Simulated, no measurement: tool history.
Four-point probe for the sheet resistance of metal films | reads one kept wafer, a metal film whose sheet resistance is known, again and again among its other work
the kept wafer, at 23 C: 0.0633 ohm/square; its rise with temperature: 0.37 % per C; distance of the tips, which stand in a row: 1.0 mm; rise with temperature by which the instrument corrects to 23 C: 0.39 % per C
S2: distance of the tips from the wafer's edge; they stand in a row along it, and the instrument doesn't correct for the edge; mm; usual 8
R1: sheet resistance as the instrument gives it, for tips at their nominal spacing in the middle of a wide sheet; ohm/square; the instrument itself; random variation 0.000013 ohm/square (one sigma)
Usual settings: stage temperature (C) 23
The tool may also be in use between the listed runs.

Run 1, day 0: usual settings. Result: R1 0.06394 ohm/square.
Run 2, day 3.221: usual settings. Result: R1 0.063899 ohm/square.
Run 3, day 6.375: usual settings. Result: R1 0.063887 ohm/square.
Run 4, day 10.883: usual settings. Result: R1 0.063903 ohm/square.
Run 5, day 13.433: usual settings. Result: R1 0.063896 ohm/square.
Run 6, day 16.575: usual settings. Result: R1 0.063897 ohm/square.
Run 7, day 20.979: usual settings. Result: R1 0.063886 ohm/square.
Run 8, day 24.529: usual settings. Result: R1 0.063862 ohm/square.
Run 9, day 29.146: usual settings. Result: R1 0.063855 ohm/square.
At day 30.442: stage's thermometer calibrated.
Run 10, day 33.717: usual settings. Result: R1 0.06397 ohm/square.
Run 11, day 38.204: usual settings but stage temperature (C) 27. Result: R1 0.063911 ohm/square.
Run 12, day 40.275: usual settings but stage temperature (C) 27. Result: R1 0.063908 ohm/square.
Run 13, day 44.983: usual settings but stage temperature (C) 24. Result: R1 0.063898 ohm/square.
Run 14, day 47.721: usual settings but stage temperature (C) 24. Result: R1 0.063879 ohm/square.
Run 15, day 50.629: usual settings but stage temperature (C) 34. Result: R1 0.063795 ohm/square.
Run 16, day 55.204: usual settings but stage temperature (C) 34. Result: R1 0.063802 ohm/square.
Run 17, day 57.488: usual settings but stage temperature (C) 34. Result: R1 0.063791 ohm/square.
At day 57.767: stage's thermometer calibrated, once more.
Run 18, day 61.112: usual settings but S2 5 mm. Result: R1 0.064335 ohm/square.
Run 19, day 65.442: usual settings but S2 5 mm. Result: R1 0.064333 ohm/square.
Run 20, day 67.8: usual settings but stage temperature (C) 31. Result: R1 0.063454 ohm/square.
Run 21, day 72.396: usual settings but stage temperature (C) 20. Result: R1 0.06353 ohm/square.
Run 22, day 76.592: usual settings but stage temperature (C) 20. Result: R1 0.06352 ohm/square.

The next listed run, before its measurement:
Run 23, day 78.642: usual settings but stage temperature (C) 20. Result: R1 ?.

{"run 23": {"R1": 0.063511}}
Without the tool's hidden state the same run would have given R1 0.063857 ohm/square.
